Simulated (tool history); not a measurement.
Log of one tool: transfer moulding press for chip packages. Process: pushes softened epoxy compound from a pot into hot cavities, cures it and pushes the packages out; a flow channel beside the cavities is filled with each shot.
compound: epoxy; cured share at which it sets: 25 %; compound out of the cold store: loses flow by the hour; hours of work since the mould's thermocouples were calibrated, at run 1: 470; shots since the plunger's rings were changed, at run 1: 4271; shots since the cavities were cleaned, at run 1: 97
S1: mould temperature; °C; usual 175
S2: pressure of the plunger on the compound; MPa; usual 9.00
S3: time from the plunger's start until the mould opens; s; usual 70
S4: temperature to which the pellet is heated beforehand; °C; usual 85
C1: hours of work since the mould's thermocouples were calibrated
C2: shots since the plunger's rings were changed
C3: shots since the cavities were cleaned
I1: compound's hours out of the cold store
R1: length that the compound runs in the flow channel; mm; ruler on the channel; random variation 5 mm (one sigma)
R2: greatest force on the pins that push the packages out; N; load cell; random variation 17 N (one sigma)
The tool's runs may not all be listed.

| run | day | S1 | S2 | S3 | S4 | C1 | C2 | C3 | I1 | R1 | R2 |
|---|---|---|---|---|---|---|---|---|---|---|---|
| 1 | 0.000 | 175 | 9.00 | 70 | 85 | 470 | 4271 | 97 | 47.2 | 770 | 846 |
|  | 0.900 | cavities cleaned with cleaning compound and waxed |
|  | 1.967 | cavities cleaned with cleaning compound and waxed |
| 2 | 2.642 | 175 | 9.00 | 70 | 85 | 515 | 5333 | 284 | 24.4 | 814 | 960 |
|  | 3.125 | cavities cleaned with cleaning compound and waxed |
|  | 4.250 | cavities cleaned with cleaning compound and waxed |
| 3 | 4.304 | 175 | 9.00 | 70 | 85 | 543 | 5981 | 23 | 16.1 | 817 | 802 |
|  | 4.625 | plunger's sealing rings changed |
|  | 5.450 | cavities cleaned with cleaning compound and waxed |
|  | 6.592 | cavities cleaned with cleaning compound and waxed |
| 4 | 6.938 | 175 | 9.00 | 54 | 85 | 586 | 923 | 146 | 42.8 | 828 | 1714 |
|  | 7.238 | mould's thermocouples calibrated |
|  | 7.808 | cavities cleaned with cleaning compound and waxed |
|  | 8.929 | cavities cleaned with cleaning compound and waxed |
| 5 | 9.021 | 175 | 9.00 | 54 | 85 | 30 | 1713 | 37 | 18.6 | 861 | 1577 |
|  | 10.142 | cavities cleaned with cleaning compound and waxed |
|  | 11.217 | cavities cleaned with cleaning compound and waxed |
| 6 | 11.675 | 175 | 9.00 | 54 | 85 | 75 | 2782 | 195 | 36.3 | 812 | 1701 |
|  | 12.467 | cavities cleaned with cleaning compound and waxed |
|  | 13.567 | cavities cleaned with cleaning compound and waxed |
| 7 | 13.808 | 175 | 9.00 | 54 | 85 | 111 | 3628 | 103 | 8.5 | 855 | 1659 |
|  | 14.821 | cavities cleaned with cleaning compound and waxed |
| 8 | 15.188 | 175 | 9.00 | 70 | 84 | 135 | 4184 | 156 | 10.9 | 857 | 810 |
|  | 16.096 | cavities cleaned with cleaning compound and waxed |
| 9 | 16.558 | 175 | 9.00 | 70 | 84 | 158 | 4736 | 195 | 31.3 | 797 | 817 |
|  | 17.158 | cavities cleaned with cleaning compound and waxed |
|  | 18.362 | cavities cleaned with cleaning compound and waxed |
| 10 | 18.833 | 175 | 9.00 | 70 | 84 | 197 | 5642 | 198 | 34.5 | 785 | 825 |
|  | 19.542 | cavities cleaned with cleaning compound and waxed |
|  | 20.008 | plunger's sealing rings changed |
|  | 20.846 | cavities cleaned with cleaning compound and waxed |
| 11 | 21.746 | 175 | 7.66 | 70 | 85 | 245 | 706 | 380 | 21.4 | 797 | 910 |
|  | 22.050 | cavities cleaned with cleaning compound and waxed |
|  | 23.121 | mould's thermocouples calibrated, once more |
|  | 23.346 | cavities cleaned with cleaning compound and waxed |
| 12 | 24.300 | 175 | 9.00 | 70 | 85 | 20 | 1697 | 403 | 13.7 | 891 | 1115 |
|  | 24.554 | cavities cleaned with cleaning compound and waxed |
|  | 25.704 | cavities cleaned with cleaning compound and waxed |
| 13 | 26.608 | 175 | 9.00 | 56 | 85 | 59 | 2618 | 382 | 15.0 | 868 | 1955 |
|  | 26.846 | cavities cleaned with cleaning compound and waxed |
|  | 28.042 | cavities cleaned with cleaning compound and waxed |
|  | 29.117 | cavities cleaned with cleaning compound and waxed |
| 14 | 29.117 | 183 | 9.50 | 60 | 83 | 101 | 3596 | 0 | 15.6 | 850 | 714 |
|  | 30.225 | cavities cleaned with cleaning compound and waxed |
|  | 31.329 | cavities cleaned with cleaning compound and waxed |
| 15 | 31.442 | 175 | 8.70 | 70 | 76 | 140 | 4524 | 47 | 42.5 | 776 | 875 |
|  | 32.425 | cavities cleaned with cleaning compound and waxed |
| 16 | 32.800 | 175 | 8.70 | 70 | 76 | 164 | 5071 | 158 | 16.2 | 828 | 1010 |
|  | 33.592 | cavities cleaned with cleaning compound and waxed |
| 17 | 34.342 | 175 | 9.00 | 109 | 85 | 190 | 5695 | 316 | 27.2 | 803 | 552 |
|  | 34.704 | cavities cleaned with cleaning compound and waxed |
|  | 35.396 | plunger's sealing rings changed |
|  | 35.867 | cavities cleaned with cleaning compound and waxed |
|  | 36.971 | cavities cleaned with cleaning compound and waxed |
| 18 | 37.400 | 175 | 9.56 | 70 | 85 | 240 | 792 | 180 | 39.4 | 866 | 902 |
|  | 38.192 | cavities cleaned with cleaning compound and waxed |
| 19 | 38.654 | 172 | 9.56 | 106 | 81 | 261 | 1295 | 195 | 17.9 | 916 | 583 |
|  | 39.279 | cavities cleaned with cleaning compound and waxed |
| 20 | 39.921 | 176 | 10.15 | 85 | 93 | 283 | 1803 | 270 | 37.5 | 873 | 600 |
|  | 40.346 | cavities cleaned with cleaning compound and waxed |
| 21 | 41.125 | 176 | 10.15 | 85 | 93 | 303 | 2285 | 328 | 41.2 | 853 | 609 |
|  | 41.625 | cavities cleaned with cleaning compound and waxed |
| 22 | 42.433 | 182 | 10.15 | 74 | 78 | 326 | 2810 | 340 | 23.9 | 879 | 628 |
|  | 42.908 | cavities cleaned with cleaning compound and waxed |
|  | 43.979 | cavities cleaned with cleaning compound and waxed |
| 23 | 44.404 | 175 | 9.00 | 89 | 80 | 359 | 3590 | 180 | 22.3 | 840 | 578 |
|  | 45.071 | cavities cleaned with cleaning compound and waxed |
|  | 46.204 | cavities cleaned with cleaning compound and waxed |
| 24 | 46.988 | 175 | 9.00 | 89 | 80 | 403 | 4627 | 331 | 34.2 | 803 | 654 |

The same runs without the tool's hidden state, with the same run-to-run variation:
The hidden state here: true mould temperature over the reading, C; pressure that reaches the compound, % of what is set; grip of the stained cavities, % over clean ones'; drift of the gauge itself on flow_mm, %; drift of the gauge itself on push_out_n, %.
| run | R1 | R2 |
|---|---|---|
| 1 | 824 | 803 |
| 2 | 886 | 825 |
| 3 | 897 | 847 |
| 4 | 845 | 1556 |
| 5 | 891 | 1628 |
| 6 | 854 | 1577 |
| 7 | 910 | 1623 |
| 8 | 919 | 812 |
| 9 | 861 | 790 |
| 10 | 860 | 784 |
| 11 | 817 | 822 |
| 12 | 916 | 846 |
| 13 | 903 | 1497 |
| 14 | 897 | 721 |
| 15 | 830 | 839 |
| 16 | 893 | 865 |
| 17 | 874 | 430 |
| 18 | 878 | 791 |
| 19 | 935 | 479 |
| 20 | 899 | 482 |
| 21 | 883 | 480 |
| 22 | 918 | 491 |
| 23 | 887 | 497 |
| 24 | 862 | 516 |

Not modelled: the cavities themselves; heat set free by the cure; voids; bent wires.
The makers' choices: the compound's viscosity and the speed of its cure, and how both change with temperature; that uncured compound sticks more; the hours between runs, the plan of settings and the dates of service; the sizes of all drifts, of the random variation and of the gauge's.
